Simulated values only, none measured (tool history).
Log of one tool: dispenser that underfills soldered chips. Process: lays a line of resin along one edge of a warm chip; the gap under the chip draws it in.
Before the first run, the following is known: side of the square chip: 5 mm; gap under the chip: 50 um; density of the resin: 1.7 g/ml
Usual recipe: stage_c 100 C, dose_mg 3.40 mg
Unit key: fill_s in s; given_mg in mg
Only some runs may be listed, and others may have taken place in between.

Run 1, hour 0.0: usual settings. Result: fill_s 22.8 s, given_mg 3.33 mg.
Run 2, hour 4.3: usual settings. Result: fill_s 29.4 s, given_mg 3.31 mg.
At hour 7.1: dispensing valve cleaned and set on the balance.
Run 3, hour 8.4: usual settings. Result: fill_s 34.8 s, given_mg 3.40 mg.
At hour 12.3: new syringe of resin.
Run 4, hour 14.9: usual settings but dose_mg 3.34 mg. Result: fill_s 21.1 s, given_mg 3.33 mg.
Run 5, hour 18.3: usual settings but dose_mg 3.86 mg. Result: fill_s 24.1 s, given_mg 3.82 mg.
Run 6, hour 23.1: usual settings but dose_mg 3.86 mg. Result: fill_s 31.7 s, given_mg 3.84 mg.
At hour 28.4: new syringe of resin.
Run 7, hour 28.4: usual settings but dose_mg 3.86 mg. Result: fill_s 18.0 s, given_mg 3.81 mg.
Run 8, hour 34.3: usual settings but stage_c 91 C. Result: fill_s 36.3 s, given_mg 3.37 mg.
Run 9, hour 40.4: usual settings but stage_c 91 C, dose_mg 4.23 mg. Result: fill_s 51.9 s, given_mg 4.13 mg.
At hour 44.4: new syringe of resin.
Run 10, hour 44.6: usual settings but stage_c 91 C, dose_mg 4.23 mg. Result: fill_s 27.2 s, given_mg 4.16 mg.
Run 11, hour 50.7: usual settings but stage_c 91 C, dose_mg 3.58 mg. Result: fill_s 38.6 s, given_mg 3.53 mg.
Run 12, hour 57.4: usual settings but dose_mg 4.34 mg. Result: fill_s 36.3 s, given_mg 4.27 mg.
At hour 60.2: new syringe of resin.
Run 13, hour 61.7: usual settings but dose_mg 4.34 mg. Result: fill_s 19.5 s, given_mg 4.26 mg.
Run 14, hour 68.2: usual settings. Result: fill_s 27.5 s, given_mg 3.31 mg.
Run 15, hour 74.1: usual settings. Result: fill_s 39.1 s, given_mg 3.32 mg.
At hour 76.0: new syringe of resin.
Run 16, hour 80.7: usual settings. Result: fill_s 23.5 s, given_mg 3.29 mg.
Run 17, hour 86.3: usual settings. Result: fill_s 31.9 s, given_mg 3.29 mg.
At hour 89.0: dispensing valve cleaned and set on the balance.
At hour 92.9: new syringe of resin.
Run 18, hour 93.3: usual settings. Result: fill_s 18.7 s, given_mg 3.38 mg.
Run 19, hour 99.7: usual settings but dose_mg 4.16 mg. Result: fill_s 26.3 s, given_mg 4.13 mg.
Run 20, hour 105.8: usual settings but stage_c 86 C, dose_mg 3.34 mg. Result: fill_s 68.4 s, given_mg 3.30 mg.
At hour 108.6: new syringe of resin.
Run 21, hour 110.2: usual settings but stage_c 86 C, dose_mg 3.34 mg. Result: fill_s 36.8 s, given_mg 3.27 mg.
Run 22, hour 114.5: usual settings but stage_c 86 C, dose_mg 3.34 mg. Result: fill_s 46.6 s, given_mg 3.30 mg.
Run 23, hour 118.6: usual settings but stage_c 97 C, dose_mg 4.33 mg. Result: fill_s 35.8 s, given_mg 4.26 mg.
Run 24, hour 122.5: usual settings but stage_c 97 C, dose_mg 4.33 mg. Result: fill_s 44.5 s, given_mg 4.28 mg.
At hour 124.4: new syringe of resin.
Run 25, hour 126.8: usual settings but stage_c 90 C, dose_mg 3.12 mg. Result: fill_s 32.4 s, given_mg 3.08 mg.
Run 26, hour 132.5: usual settings but stage_c 90 C, dose_mg 3.12 mg. Result: fill_s 43.0 s, given_mg 3.06 mg.
Run 27, hour 138.1: usual settings but stage_c 90 C, dose_mg 3.12 mg. Result: fill_s 59.6 s, given_mg 3.07 mg.
At hour 140.0: new syringe of resin.
Run 28, hour 144.6: usual settings but stage_c 110 C, dose_mg 4.07 mg. Result: fill_s 15.6 s, given_mg 3.97 mg.
Run 29, hour 151.4: usual settings but stage_c 110 C, dose_mg 4.07 mg. Result: fill_s 22.2 s, given_mg 4.00 mg.
At hour 156.0: new syringe of resin.
Run 30, hour 157.9: usual settings but stage_c 99 C, dose_mg 3.07 mg. Result: fill_s 21.7 s, given_mg 2.99 mg.
Run 31, hour 163.6: usual settings but stage_c 98 C, dose_mg 3.44 mg. Result: fill_s 30.7 s, given_mg 3.34 mg.
At hour 170.9: dispensing valve cleaned and set on the balance.
Run 32, hour 170.9: usual settings but stage_c 98 C, dose_mg 3.03 mg. Result: fill_s 43.2 s, given_mg 3.02 mg.
At hour 172.7: new syringe of resin.
Run 33, hour 175.9: usual settings but stage_c 93 C, dose_mg 4.12 mg. Result: fill_s 29.5 s, given_mg 4.09 mg.
Run 34, hour 180.3: usual settings but stage_c 101 C, dose_mg 2.92 mg. Result: fill_s 27.8 s, given_mg 2.92 mg.
Run 35, hour 185.3: usual settings but stage_c 113 C, dose_mg 2.90 mg. Result: fill_s 22.4 s, given_mg 2.91 mg.

Each row is a separate what-if for the run after 35, all from the same tool condition, not one after another. Results?
At hour 188.5: new syringe of resin.
Run A, hour 192.2: usual settings but stage_c 113 C, dose_mg 4.08 mg. Result: fill_s ?, given_mg ?.
At hour 188.5: new syringe of resin.
Run B, hour 192.2: usual settings but stage_c 86 C, dose_mg 3.64 mg. Result: fill_s ?, given_mg ?.
At hour 188.5: new syringe of resin.
Run C, hour 192.2: usual settings but stage_c 107 C, dose_mg 2.91 mg. Result: fill_s ?, given_mg ?.

run  fill_s  given_mg
  A    12.8      4.04
  B    41.3      3.60
  C    17.5      2.87
With no hidden state in the tool, these same runs would have given:
run  fill_s  given_mg
  A     9.9      4.07
  B    31.7      3.63
  C    13.6      2.90
